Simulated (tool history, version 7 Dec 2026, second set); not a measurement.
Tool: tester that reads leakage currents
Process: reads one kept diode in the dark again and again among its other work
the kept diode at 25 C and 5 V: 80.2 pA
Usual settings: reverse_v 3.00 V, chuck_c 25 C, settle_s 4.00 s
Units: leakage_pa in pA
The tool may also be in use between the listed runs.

run 1 hour=0.0 | reverse_v=3.00 chuck_c=25 settle_s=4.00 | leakage_pa=61.76
run 2 hour=59.4 | reverse_v=3.00 chuck_c=25 settle_s=4.00 | leakage_pa=62.05
run 3 hour=130.0 | reverse_v=3.00 chuck_c=24 settle_s=4.00 | leakage_pa=57.88
run 4 hour=185.6 | reverse_v=3.00 chuck_c=24 settle_s=4.00 | leakage_pa=57.94
run 5 hour=227.9 | reverse_v=3.00 chuck_c=24 settle_s=4.00 | leakage_pa=58.57
run 6 hour=265.7 | reverse_v=3.00 chuck_c=24 settle_s=2.70 | leakage_pa=59.04
run 7 hour=346.1 | reverse_v=3.00 chuck_c=25 settle_s=4.00 | leakage_pa=64.38
run 8 hour=415.0 | reverse_v=3.00 chuck_c=25 settle_s=4.00 | leakage_pa=64.73
run 9 hour=496.8 | reverse_v=3.00 chuck_c=25 settle_s=4.00 | leakage_pa=65.36
run 10 hour=540.7 | reverse_v=3.00 chuck_c=25 settle_s=4.00 | leakage_pa=65.65
run 11 hour=610.6 | reverse_v=3.00 chuck_c=25 settle_s=4.00 | leakage_pa=66.42
run 12 hour=650.8 | reverse_v=3.00 chuck_c=25 settle_s=4.00 | leakage_pa=66.88
run 13 hour=710.1 | reverse_v=3.00 chuck_c=25 settle_s=4.00 | leakage_pa=66.98
run 14 hour=786.3 | reverse_v=3.00 chuck_c=25 settle_s=4.00 | leakage_pa=67.52
run 15 hour=824.9 | reverse_v=3.00 chuck_c=25 settle_s=4.00 | leakage_pa=67.62
-- hour=902.4 chuck's temperature calibrated
run 16 hour=902.4 | reverse_v=3.00 chuck_c=25 settle_s=4.00 | leakage_pa=64.04
run 17 hour=937.4 | reverse_v=6.35 chuck_c=25 settle_s=4.00 | leakage_pa=99.91
run 18 hour=985.8 | reverse_v=6.35 chuck_c=25 settle_s=4.00 | leakage_pa=100.75
run 19 hour=1030.6 | reverse_v=6.35 chuck_c=25 settle_s=4.00 | leakage_pa=101.07
run 20 hour=1113.5 | reverse_v=3.00 chuck_c=25 settle_s=4.00 | leakage_pa=65.49
run 21 hour=1157.5 | reverse_v=1.33 chuck_c=33 settle_s=4.00 | leakage_pa=76.05
run 22 hour=1219.6 | reverse_v=1.33 chuck_c=33 settle_s=4.00 | leakage_pa=76.66
run 23 hour=1271.1 | reverse_v=3.39 chuck_c=31 settle_s=4.00 | leakage_pa=113.43
run 24 hour=1328.0 | reverse_v=1.02 chuck_c=47 settle_s=3.50 | leakage_pa=183.52
run 25 hour=1410.8 | reverse_v=1.02 chuck_c=47 settle_s=3.50 | leakage_pa=185.21
run 26 hour=1487.7 | reverse_v=2.28 chuck_c=38 settle_s=3.60 | leakage_pa=154.31
run 27 hour=1529.9 | reverse_v=2.28 chuck_c=38 settle_s=3.60 | leakage_pa=154.74
run 28 hour=1589.5 | reverse_v=2.28 chuck_c=38 settle_s=3.60 | leakage_pa=156.33
run 29 hour=1645.5 | reverse_v=2.28 chuck_c=38 settle_s=3.60 | leakage_pa=156.61
run 30 hour=1687.4 | reverse_v=1.47 chuck_c=24 settle_s=0.55 | leakage_pa=43.26
run 31 hour=1738.2 | reverse_v=3.15 chuck_c=42 settle_s=0.55 | leakage_pa=254.83
run 32 hour=1781.6 | reverse_v=3.00 chuck_c=25 settle_s=4.09 | leakage_pa=70.59
-- hour=1808.2 chuck's temperature calibrated
run 33 hour=1832.6 | reverse_v=6.65 chuck_c=25 settle_s=8.50 | leakage_pa=104.99
run 34 hour=1874.0 | reverse_v=2.14 chuck_c=51 settle_s=2.79 | leakage_pa=354.63
run 35 hour=1932.0 | reverse_v=9.96 chuck_c=25 settle_s=4.00 | leakage_pa=137.03
run 36 hour=1994.6 | reverse_v=7.21 chuck_c=20 settle_s=4.00 | leakage_pa=79.83
run 37 hour=2050.9 | reverse_v=7.21 chuck_c=20 settle_s=4.00 | leakage_pa=80.13
run 38 hour=2118.1 | reverse_v=18.29 chuck_c=49 settle_s=0.86 | leakage_pa=1082.50
run 39 hour=2186.3 | reverse_v=5.82 chuck_c=49 settle_s=0.70 | leakage_pa=560.73
run 40 hour=2262.4 | reverse_v=3.00 chuck_c=52 settle_s=9.07 | leakage_pa=474.40

The same runs without the tool's hidden state, with the same run-to-run variation:
The hidden state here: stray current of the dirty probe card, pA a volt; current scale over the true one, %; true chuck temperature over the reading, C; drift of the gauge itself on leakage_pa, %.
run=1 leakage_pa=60.61
run=2 leakage_pa=60.46
run=3 leakage_pa=55.80
run=4 leakage_pa=55.49
run=5 leakage_pa=55.80
run=6 leakage_pa=55.99
run=7 leakage_pa=60.59
run=8 leakage_pa=60.43
run=9 leakage_pa=60.43
run=10 leakage_pa=60.39
run=11 leakage_pa=60.62
run=12 leakage_pa=60.78
run=13 leakage_pa=60.44
run=14 leakage_pa=60.37
run=15 leakage_pa=60.16
run=16 leakage_pa=60.51
run=17 leakage_pa=92.15
run=18 leakage_pa=92.33
run=19 leakage_pa=92.09
run=20 leakage_pa=60.38
run=21 leakage_pa=72.53
run=22 leakage_pa=72.72
run=23 leakage_pa=105.13
run=24 leakage_pa=175.88
run=25 leakage_pa=176.36
run=26 leakage_pa=143.58
run=27 leakage_pa=143.43
run=28 leakage_pa=144.09
run=29 leakage_pa=143.68
run=30 leakage_pa=38.01
run=31 leakage_pa=233.26
run=32 leakage_pa=60.34
run=33 leakage_pa=94.24
run=34 leakage_pa=354.12
run=35 leakage_pa=118.87
run=36 leakage_pa=65.73
run=37 leakage_pa=65.48
run=38 leakage_pa=1036.69
run=39 leakage_pa=541.61
run=40 leakage_pa=459.64
